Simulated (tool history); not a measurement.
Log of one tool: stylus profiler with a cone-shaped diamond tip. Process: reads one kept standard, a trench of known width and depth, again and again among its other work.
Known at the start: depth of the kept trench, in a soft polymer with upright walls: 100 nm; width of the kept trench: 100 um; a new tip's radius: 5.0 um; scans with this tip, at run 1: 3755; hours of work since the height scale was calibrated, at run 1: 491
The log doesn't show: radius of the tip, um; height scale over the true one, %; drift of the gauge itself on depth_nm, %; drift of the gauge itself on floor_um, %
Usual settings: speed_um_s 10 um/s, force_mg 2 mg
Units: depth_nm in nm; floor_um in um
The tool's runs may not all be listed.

run   hour  speed_um_s  force_mg  scans with this tip  hours of work since the height scale was calibrated  depth_nm  floor_um
  1      0          10         2                 3755                                                  491    101.41     97.74
  2   13.2          10         2                 3818                                                  499    101.41     97.75
  3   32.8          10         2                 3912                                                  512     101.4     97.73
  4   45.8          10         2                 3975                                                  520    101.44     97.76
  5   61.6          10         2                 4051                                                  530    101.38     97.77
  6   81.5          10         2                 4147                                                  542    101.38     97.72
  7   97.6          10         2                 4225                                                  552     101.4     97.69
  8  120.4          10         2                 4334                                                  567    101.37      97.7
  9  149.6          11         2                 4475                                                  585    101.43     97.67
 10  164.7          11         2                 4548                                                  595    101.42      97.7
 11  190.2          10         2                 4671                                                  611    101.35     97.66
 12  210.7          23         2                 4770                                                  624    101.42     97.57
 13  238.2          23         2                 4902                                                  641    101.37     97.61
 14  258.1          10      1.38                 4998                                                  654    101.06     97.62
 15    274          10      1.38                 5074                                                  664    101.03     97.69
 16  295.5          10      1.38                 5178                                                  677     101.1     97.63
 17  322.1           7      1.41                 5306                                                  694    101.06     97.68
 18  337.8           7       2.3                 5381                                                  704    101.52     97.72
 19  364.2          10       1.1                 5509                                                  720    100.82     97.62
       366  -- height scale calibrated on a step standard
 20  388.2          10      2.33                 5622                                                   14    101.54     97.62
 21  409.2           3      0.82                 5723                                                   27    100.64     97.68
     434.1  -- height scale calibrated on a step standard, once more
 22  434.1          40      5.95                 5840                                                    0    103.11     97.57
 23  463.8           9      2.33                 5984                                                   19    101.69      97.7
 24    490           9       1.6                 6110                                                   35    101.31     97.66
 25  510.6          10      1.71                 6209                                                   48    101.38     97.57
 26  530.7          10      1.71                 6306                                                   61    101.33     97.67
 27  552.2           5      3.81                 6409                                                   74    102.29     97.67
 28  565.6           6      4.12                 6474                                                   83    102.42     97.66
 29  592.1           5      0.97                 6601                                                  100    100.94     97.59
 30  617.8           5      0.97                 6725                                                  116     100.9     97.62

4 ways to go on from here, each from the tool as it stands after run 30. What would each give?
  A  644.8           5      5.98                 6855                                                  133         ?         ?
  B  644.8          16      1.12                 6855                                                  133         ?         ?
  C  644.8           5      0.87                 6855                                                  133         ?         ?
  D  644.8          16      1.62                 6855                                                  133         ?         ?

run  depth_nm  floor_um
  A    103.08     97.61
  B    100.96     97.48
  C    100.84     97.65
  D    101.33     97.53
Without the tool's hidden state the same runs would have given:
run  depth_nm  floor_um
  A    103.08     97.96
  B    100.96     97.84
  C    100.85        98
  D    101.33     97.88
